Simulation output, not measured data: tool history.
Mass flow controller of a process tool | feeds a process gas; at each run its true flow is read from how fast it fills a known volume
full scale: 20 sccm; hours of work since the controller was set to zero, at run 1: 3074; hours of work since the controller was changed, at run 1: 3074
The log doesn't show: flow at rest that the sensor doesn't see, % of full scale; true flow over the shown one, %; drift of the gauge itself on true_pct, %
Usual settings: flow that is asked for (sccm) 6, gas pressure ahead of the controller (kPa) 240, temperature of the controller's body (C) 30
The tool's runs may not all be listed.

| run | hour | flow that is asked for (sccm) | gas pressure ahead of the controller (kPa) | temperature of the controller's body (C) | hours of work since the controller was set to zero | hours of work since the controller was changed | true flow (%) |
|---|---|---|---|---|---|---|---|
| 1 | 0.0 | 6 | 240 | 30 | 3074 | 3074 | 97.61 |
| 2 | 112.1 | 6 | 240 | 30 | 3161 | 3161 | 97.69 |
| 3 | 276.5 | 6 | 240 | 30 | 3288 | 3288 | 97.63 |
| 4 | 388.3 | 6 | 240 | 30 | 3375 | 3375 | 97.76 |
| 5 | 475.8 | 6 | 240 | 30 | 3443 | 3443 | 97.60 |
| 6 | 573.2 | 3 | 240 | 30 | 3519 | 3519 | 96.28 |
| 7 | 716.7 | 3 | 240 | 30 | 3630 | 3630 | 96.24 |
| 8 | 868.2 | 3 | 240 | 30 | 3748 | 3748 | 96.33 |
| 9 | 1003.4 | 3 | 230 | 30 | 3853 | 3853 | 96.31 |
| 10 | 1099.7 | 6 | 240 | 21 | 3928 | 3928 | 96.77 |
| 11 | 1176.8 | 5 | 240 | 30 | 3988 | 3988 | 97.38 |
| 12 | 1312.8 | 6 | 240 | 30 | 4093 | 4093 | 97.71 |
| 13 | 1408.7 | 15 | 240 | 30 | 4168 | 4168 | 99.89 |
| 14 | 1490.2 | 15 | 240 | 30 | 4231 | 4231 | 99.95 |
| 15 | 1650.6 | 15 | 240 | 30 | 4356 | 4356 | 100.04 |
| 16 | 1739.7 | 6 | 240 | 30 | 4425 | 4425 | 97.70 |
| 17 | 1837.9 | 6 | 279 | 30 | 4501 | 4501 | 97.53 |
| 18 | 1978.0 | 6 | 279 | 30 | 4610 | 4610 | 97.51 |
| 19 | 2075.8 | 6 | 240 | 26 | 4686 | 4686 | 97.35 |
| 20 | 2148.6 | 6 | 148 | 30 | 4742 | 4742 | 98.15 |
| 21 | 2240.4 | 3 | 240 | 30 | 4814 | 4814 | 96.06 |
| 22 | 2397.6 | 6 | 240 | 30 | 4936 | 4936 | 97.61 |
| 23 | 2494.7 | 6 | 240 | 30 | 5011 | 5011 | 97.75 |
| 24 | 2650.8 | 5 | 240 | 22 | 5132 | 5132 | 96.56 |
| 25 | 2802.2 | 6 | 263 | 24 | 5250 | 5250 | 96.95 |
| 26 | 2933.2 | 11 | 147 | 27 | 5352 | 5352 | 99.14 |
| 27 | 3031.7 | 12 | 181 | 36 | 5428 | 5428 | 100.25 |
| 28 | 3165.1 | 10 | 255 | 36 | 5532 | 5532 | 99.47 |
| 29 | 3236.3 | 10 | 255 | 36 | 5587 | 5587 | 99.51 |
| 30 | 3332.2 | 10 | 255 | 36 | 5662 | 5662 | 99.51 |
| 31 | 3401.8 | 2 | 195 | 35 | 5716 | 5716 | 95.00 |
| 32 | 3539.3 | 2 | 195 | 35 | 5823 | 5823 | 94.84 |
| 33 | 3679.5 | 7 | 188 | 35 | 5931 | 5931 | 98.73 |
| 34 | 3839.9 | 7 | 188 | 35 | 6056 | 6056 | 98.84 |
| 35 | 3926.7 | 4 | 240 | 30 | 6123 | 6123 | 96.66 |
| 36 | 4086.8 | 4 | 240 | 30 | 6248 | 6248 | 96.56 |
| 37 | 4224.8 | 4 | 240 | 30 | 6355 | 6355 | 96.60 |
| 38 | 4369.8 | 4 | 240 | 30 | 6468 | 6468 | 96.49 |
| 39 | 4516.9 | 4 | 240 | 30 | 6582 | 6582 | 96.52 |
| 40 | 4583.8 | 4 | 240 | 30 | 6634 | 6634 | 96.49 |
| 41 | 4657.1 | 6 | 148 | 30 | 6691 | 6691 | 98.01 |
| 42 | 4744.4 | 6 | 148 | 30 | 6758 | 6758 | 97.98 |
| 43 | 4882.3 | 16 | 240 | 39 | 6866 | 6866 | 101.44 |

3 ways to go on from here, each from the tool as it stands after run 43. What would each give?
| A | 5011.8 | 11 | 190 | 32 | 6966 | 6966 | ? |
| B | 5011.8 | 16 | 161 | 39 | 6966 | 6966 | ? |
| C | 5011.8 | 6 | 170 | 30 | 6966 | 6966 | ? |

| run | true flow (%) |
|---|---|
| A | 99.70 |
| B | 101.76 |
| C | 97.82 |
Without the tool's hidden state the same runs would have given:
| run | true flow (%) |
|---|---|
| A | 99.12 |
| B | 100.89 |
| C | 98.01 |
